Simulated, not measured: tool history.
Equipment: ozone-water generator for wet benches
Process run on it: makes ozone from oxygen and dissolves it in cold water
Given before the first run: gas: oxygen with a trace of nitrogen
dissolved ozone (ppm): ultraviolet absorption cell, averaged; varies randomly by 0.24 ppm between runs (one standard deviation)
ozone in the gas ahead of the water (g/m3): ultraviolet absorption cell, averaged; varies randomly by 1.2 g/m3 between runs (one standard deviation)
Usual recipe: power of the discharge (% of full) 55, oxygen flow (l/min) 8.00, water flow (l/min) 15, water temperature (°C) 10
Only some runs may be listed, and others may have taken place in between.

run      day  power of the discharge (% of full)  oxygen flow (l/min)  water flow (l/min)  water temperature (°C)  dissolved ozone (ppm)  ozone in the gas ahead of the water (g/m3)
  1    0.000                                  55                 8.00                  15                      10                   32.6                                       202.6
  2    6.933                                  55                 8.00                  15                      10                   32.4                                       202.8
  3   13.492                                  55                 8.00                  15                      10                   32.4                                       204.5
  4   18.196                                  55                 8.00                  15                      10                   32.6                                       203.6
  5   27.079                                  55                 8.00                  15                      10                   32.2                                       200.4
  6   34.367                                  55                 8.00                  15                      10                   31.9                                       200.7
  7   38.262                                  55                 8.00                  12                      10                   37.3                                       201.5
  8   43.292                                  55                 8.00                  12                      10                   36.8                                       200.9
  9   51.304                                  55                 8.00                  12                      10                   36.6                                       199.2
 10   56.829                                  55                 8.00                  12                      10                   36.3                                       200.0
 11   65.383                                  63                 8.00                  15                      10                   33.8                                       212.9
 12   69.933                                  86                 4.02                  22                       5                   31.5                                       388.4
 13   76.108                                  46                 4.02                  22                      12                   20.7                                       272.4
      80.946  -- water thermometer calibrated
 14   82.783                                  84                 4.02                  22                      14                   28.6                                       377.9
 15   91.396                                  93                 4.02                   9                      13                   62.0                                       398.5
 16   98.100                                  55                 8.00                  13                       8                   34.9                                       193.4
 17  107.242                                  71                13.88                  14                       5                   36.1                                       158.6

Consider 4 possible next runs. They are alternatives, not a sequence: every one starts from the tool as it was left by run 17. What does each give?
  A  112.838                                  71                 6.52                  14                       5                      ?                                           ?
  B  112.838                                  43                 6.36                  14                       9                      ?                                           ?
  C  112.838                                  71                 5.74                  23                       5                      ?                                           ?
  D  112.838                                  71                 5.43                  14                       5                      ?                                           ?

run  dissolved ozone (ppm)  ozone in the gas ahead of the water (g/m3)
  A                   41.6                                       250.3
  B                   29.6                                       194.8
  C                   27.1                                       272.4
  D                   41.7                                       280.9
Without the tool's unlogged condition, the same runs would have read:
run  dissolved ozone (ppm)  ozone in the gas ahead of the water (g/m3)
  A                   51.5                                       304.8
  B                   34.5                                       223.5
  C                   33.7                                       331.7
  D                   51.6                                       342.1

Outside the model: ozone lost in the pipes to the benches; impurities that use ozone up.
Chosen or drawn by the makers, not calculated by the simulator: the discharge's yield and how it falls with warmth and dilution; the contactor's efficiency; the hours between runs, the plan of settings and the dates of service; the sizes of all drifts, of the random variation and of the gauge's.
